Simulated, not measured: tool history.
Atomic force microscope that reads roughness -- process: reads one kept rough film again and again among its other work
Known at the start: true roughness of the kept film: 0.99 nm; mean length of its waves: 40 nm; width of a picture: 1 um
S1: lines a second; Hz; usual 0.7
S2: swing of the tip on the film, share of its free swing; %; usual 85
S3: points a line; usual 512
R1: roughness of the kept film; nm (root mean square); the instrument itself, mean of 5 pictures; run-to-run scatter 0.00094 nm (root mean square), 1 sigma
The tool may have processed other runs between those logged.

Run 1, day 0: usual settings. Result: R1 0.9302 nm (root mean square).
Run 2, day 0.521: usual settings. Result: R1 0.9305 nm (root mean square).
Run 3, day 0.9: usual settings. Result: R1 0.9276 nm (root mean square).
At day 1.188: new tip fitted.
Run 4, day 1.546: usual settings but S1 1.083 Hz. Result: R1 0.9205 nm (root mean square).
Run 5, day 2.029: usual settings but S1 1.083 Hz. Result: R1 0.9203 nm (root mean square).
Run 6, day 2.425: usual settings but S1 1.083 Hz. Result: R1 0.9177 nm (root mean square).
Run 7, day 2.875: usual settings but S1 1.083 Hz. Result: R1 0.9186 nm (root mean square).
Run 8, day 3.142: usual settings but S3 307. Result: R1 0.9298 nm (root mean square).
Run 9, day 3.479: usual settings but S3 350. Result: R1 0.9326 nm (root mean square).
Run 10, day 4.054: usual settings but S1 2.04 Hz, S3 350. Result: R1 0.8709 nm (root mean square).
At day 4.142: height scale calibrated on a step standard.
Run 11, day 4.558: usual settings but S1 2.04 Hz, S3 350. Result: R1 0.8703 nm (root mean square).
Run 12, day 5.083: usual settings but S1 2.04 Hz, S3 350. Result: R1 0.8696 nm (root mean square).
Run 13, day 5.508: usual settings but S2 68 %. Result: R1 0.9503 nm (root mean square).
Run 14, day 5.883: usual settings but S2 68 %. Result: R1 0.9479 nm (root mean square).
At day 6.004: height scale calibrated on a step standard, once more.
Run 15, day 6.55: usual settings but S2 68 %. Result: R1 0.9484 nm (root mean square).
At day 6.7: new tip fitted.
Run 16, day 6.992: usual settings but S2 68 %. Result: R1 0.9597 nm (root mean square).
Run 17, day 7.304: usual settings but S1 2.73 Hz, S2 90 %. Result: R1 0.8244 nm (root mean square).
Run 18, day 7.892: usual settings but S1 2.73 Hz, S2 90 %. Result: R1 0.8218 nm (root mean square).
Run 19, day 8.483: usual settings but S1 3.22 Hz, S2 90 %, S3 695. Result: R1 0.8018 nm (root mean square).
Run 20, day 8.762: usual settings but S1 0.798 Hz, S2 67 %, S3 310. Result: R1 0.9513 nm (root mean square).
Run 21, day 9.15: usual settings but S1 0.798 Hz, S2 67 %, S3 310. Result: R1 0.9506 nm (root mean square).
Run 22, day 9.45: usual settings but S1 0.748 Hz, S2 78 %. Result: R1 0.9443 nm (root mean square).
Run 23, day 9.942: usual settings but S1 0.748 Hz, S2 78 %. Result: R1 0.9422 nm (root mean square).
Run 24, day 10.204: usual settings but S2 81 %, S3 652. Result: R1 0.9401 nm (root mean square).
Run 25, day 10.454: usual settings but S1 1.456 Hz, S2 55 %, S3 343. Result: R1 0.9522 nm (root mean square).
Run 26, day 10.775: usual settings but S1 1.456 Hz, S2 55 %, S3 343. Result: R1 0.952 nm (root mean square).
Run 27, day 11.346: usual settings but S1 1.823 Hz, S2 63 %. Result: R1 0.9401 nm (root mean square).
Run 28, day 11.825: usual settings but S1 1.823 Hz, S2 63 %. Result: R1 0.9386 nm (root mean square).
At day 12.112: new tip fitted.
Run 29, day 12.171: usual settings but S2 76 %. Result: R1 0.9532 nm (root mean square).

Pick out some run-to-run changes in R1. Of each, how much would a tool without hidden state show as well, from the settings, what came in and chance, and how much is left for the hidden state and any gauge scatter not in both results compared?
Hidden state at play: radius of the tip, nm; height scale over the true one, %; drift of the gauge itself on roughness_nm, %.
Run 3 -> 4: S1 0.7 -> 1.083, new tip fitted. R1 -0.0071 nm (root mean square): hidden state +0.0111, all else -0.0182.
Run 15 -> 16: new tip fitted. R1 +0.0113 nm (root mean square): hidden state +0.0118, all else -0.0005.
Run 16 -> 17: S1 0.7 -> 2.73, S2 68 -> 90. R1 -0.1353 nm (root mean square): hidden state -0.0004, all else -0.1349.
Run 19 -> 20: S1 3.22 -> 0.798, S2 90 -> 67, S3 695 -> 310. R1 +0.1495 nm (root mean square): hidden state -0.0012, all else +0.1507.
